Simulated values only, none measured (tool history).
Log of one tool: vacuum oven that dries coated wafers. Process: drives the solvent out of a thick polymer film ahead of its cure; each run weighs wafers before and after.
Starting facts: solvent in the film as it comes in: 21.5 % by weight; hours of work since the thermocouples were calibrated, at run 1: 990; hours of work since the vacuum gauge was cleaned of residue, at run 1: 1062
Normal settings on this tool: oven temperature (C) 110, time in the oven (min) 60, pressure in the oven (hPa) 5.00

| run | hour | oven temperature (C) | time in the oven (min) | pressure in the oven (hPa) | hours of work since the thermocouples were calibrated | hours of work since the vacuum gauge was cleaned of residue | solvent left in the film (%) |
|---|---|---|---|---|---|---|---|
| 1 | 0.0 | 110 | 60 | 5.00 | 990 | 1062 | 1.10 |
| 2 | 67.6 | 110 | 102 | 5.00 | 1028 | 1100 | 0.49 |
| 3 | 109.8 | 125 | 60 | 5.00 | 1052 | 1123 | 0.26 |
| 4 | 148.9 | 125 | 60 | 5.00 | 1074 | 1146 | 0.24 |
| 5 | 215.4 | 125 | 60 | 5.00 | 1111 | 1183 | 0.25 |
| 6 | 280.9 | 125 | 60 | 5.00 | 1148 | 1220 | 0.24 |
| 7 | 351.2 | 125 | 60 | 5.00 | 1188 | 1260 | 0.23 |
| 8 | 396.0 | 125 | 60 | 5.00 | 1213 | 1285 | 0.25 |
| 9 | 429.0 | 125 | 60 | 5.00 | 1232 | 1304 | 0.29 |
| 10 | 484.3 | 110 | 32 | 5.00 | 1263 | 1335 | 3.39 |
|  | 490.3 | vacuum gauge cleaned of residue and calibrated |
| 11 | 514.9 | 110 | 60 | 5.00 | 1279 | 14 | 1.22 |
| 12 | 545.7 | 110 | 60 | 5.00 | 1297 | 31 | 1.21 |
| 13 | 582.5 | 120 | 60 | 5.00 | 1317 | 52 | 0.43 |
| 14 | 638.5 | 110 | 47 | 6.06 | 1349 | 84 | 1.90 |
|  | 661.5 | oven's thermocouples calibrated |
|  | 693.7 | vacuum gauge cleaned of residue and calibrated, once more |
| 15 | 710.0 | 110 | 32 | 5.00 | 26 | 9 | 3.47 |
| 16 | 749.0 | 110 | 99 | 19.62 | 49 | 31 | 0.87 |
| 17 | 809.7 | 98 | 50 | 10.40 | 83 | 65 | 6.06 |
| 18 | 849.5 | 110 | 60 | 11.83 | 105 | 88 | 1.27 |
| 19 | 896.5 | 125 | 60 | 17.04 | 132 | 114 | 0.46 |
| 20 | 957.3 | 112 | 75 | 6.87 | 166 | 149 | 0.47 |
| 21 | 1025.8 | 112 | 75 | 6.87 | 205 | 187 | 0.46 |
| 22 | 1084.2 | 112 | 75 | 6.87 | 238 | 220 | 0.56 |
| 23 | 1153.0 | 96 | 60 | 7.51 | 276 | 259 | 5.55 |
| 24 | 1183.0 | 103 | 53 | 7.51 | 293 | 276 | 3.43 |
| 25 | 1221.5 | 110 | 39 | 16.73 | 315 | 298 | 2.81 |
| 26 | 1258.2 | 110 | 39 | 16.73 | 336 | 318 | 2.89 |

Describe how what the log doesn't record of the tool's condition differs between the last listed run preceding each entry between runs and the first listed run following it.
From run 10 to run 11: vacuum gauge cleaned of residue and calibrated (hour 490.3)
  true wafer temperature over the reading, C: 0.76 -> 0.78; true pressure over the reading, kPa: 0.612 -> 0.98
  measured result minus the result with no hidden state, solvent left in the film (%): -0.07 -> +0.24
From run 14 to run 15: oven's thermocouples calibrated (hour 661.5); vacuum gauge cleaned of residue and calibrated, once more (hour 693.7)
  true wafer temperature over the reading, C: 0.84 -> -0.01; true pressure over the reading, kPa: 1.009 -> 0.007
  measured result minus the result with no hidden state, solvent left in the film (%): +0.16 -> +0.01
